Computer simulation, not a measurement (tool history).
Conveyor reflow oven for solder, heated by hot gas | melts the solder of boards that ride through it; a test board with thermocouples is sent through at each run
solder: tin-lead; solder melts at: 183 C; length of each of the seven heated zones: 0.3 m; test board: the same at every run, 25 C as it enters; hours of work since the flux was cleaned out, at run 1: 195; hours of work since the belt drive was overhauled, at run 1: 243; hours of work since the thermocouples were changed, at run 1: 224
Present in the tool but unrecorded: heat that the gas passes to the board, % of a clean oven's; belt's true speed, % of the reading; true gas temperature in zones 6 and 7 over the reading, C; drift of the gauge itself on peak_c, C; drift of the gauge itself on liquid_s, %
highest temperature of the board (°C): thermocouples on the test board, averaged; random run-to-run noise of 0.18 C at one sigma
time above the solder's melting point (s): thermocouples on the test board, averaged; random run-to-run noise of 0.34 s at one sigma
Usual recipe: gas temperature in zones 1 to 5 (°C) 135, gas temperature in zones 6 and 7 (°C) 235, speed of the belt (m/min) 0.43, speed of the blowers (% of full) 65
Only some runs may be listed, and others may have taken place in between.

run   hour  gas temperature in zones 1 to 5 (°C)  gas temperature in zones 6 and 7 (°C)  speed of the belt (m/min)  speed of the blowers (% of full)  hours of work since the flux was cleaned out  hours of work since the belt drive was overhauled  hours of work since the thermocouples were changed  highest temperature of the board (°C)  time above the solder's melting point (s)
  1      0                                   135                                    235                       0.43                                65                                           195                                                243                                                 224                                  217.7                                         62
  2   22.4                                   142                                    235                       0.43                                65                                           208                                                257                                                 237                                  219.1                                       65.6
  3   44.3                                   142                                    235                       0.43                                65                                           221                                                270                                                 251                                  219.1                                       65.1
  4   74.8                                   135                                    235                       0.43                                65                                           240                                                288                                                 269                                  217.6                                       61.5
      92.3  -- flux residue cleaned out of gas plates and filters
  5  108.5                                   135                                    235                       0.43                                65                                            10                                                306                                                 286                                  219.4                                       63.7
  6  134.4                                   135                                    235                       0.43                                65                                            25                                                321                                                 302                                  219.4                                       63.2
  7    155                                   143                                    235                       0.43                                65                                            38                                                334                                                 314                                  220.7                                       66.8
  8  176.1                                   137                                    243                      0.376                                63                                            51                                                347                                                 327                                  230.7                                       82.9
  9  194.8                                   136                                    235                      0.436                                86                                            62                                                358                                                 338                                  224.2                                         67
 10  224.2                                   133                                    234                       0.43                                65                                            80                                                376                                                 356                                    218                                       61.5
 11  242.8                                   133                                    234                       0.43                                65                                            91                                                387                                                 367                                  217.8                                       61.4
 12    265                                   125                                    235                      0.399                                82                                           104                                                400                                                 381                                  224.2                                       69.7
 13  302.1                                   135                                    235                      0.364                                57                                           127                                                423                                                 403                                  221.7                                       77.8
 14  337.7                                   146                                    236                      0.364                                57                                           148                                                444                                                 425                                  223.9                                       85.2

Consider 5 possible next runs. They are alternatives, not a sequence: every one starts from the tool as it was left by run 14. What does each give?
  A  363.1                                   135                                    235                      0.395                                65                                           164                                                460                                                 440                                      ?                                          ?
  B  363.1                                   122                                    235                      0.456                                65                                           164                                                460                                                 440                                      ?                                          ?
  C  363.1                                   135                                    235                       0.41                                56                                           164                                                460                                                 440                                      ?                                          ?
  D  363.1                                   135                                    235                       0.43                                53                                           164                                                460                                                 440                                      ?                                          ?
  E  363.1                                   146                                    243                      0.504                                55                                           164                                                460                                                 440                                      ?                                          ?

run  highest temperature of the board (°C)  time above the solder's melting point (s)
  A                                  221.8                                       70.7
  B                                  214.1                                       50.8
  C                                  217.7                                       65.5
  D                                  214.6                                       58.7
  E                                  218.1                                       55.8
With no hidden state in the tool, these same runs would have given:
run  highest temperature of the board (°C)  time above the solder's melting point (s)
  A                                  221.2                                         70
  B                                  213.8                                       50.5
  C                                  217.1                                       64.7
  D                                    214                                         58
  E                                  217.7                                       55.3
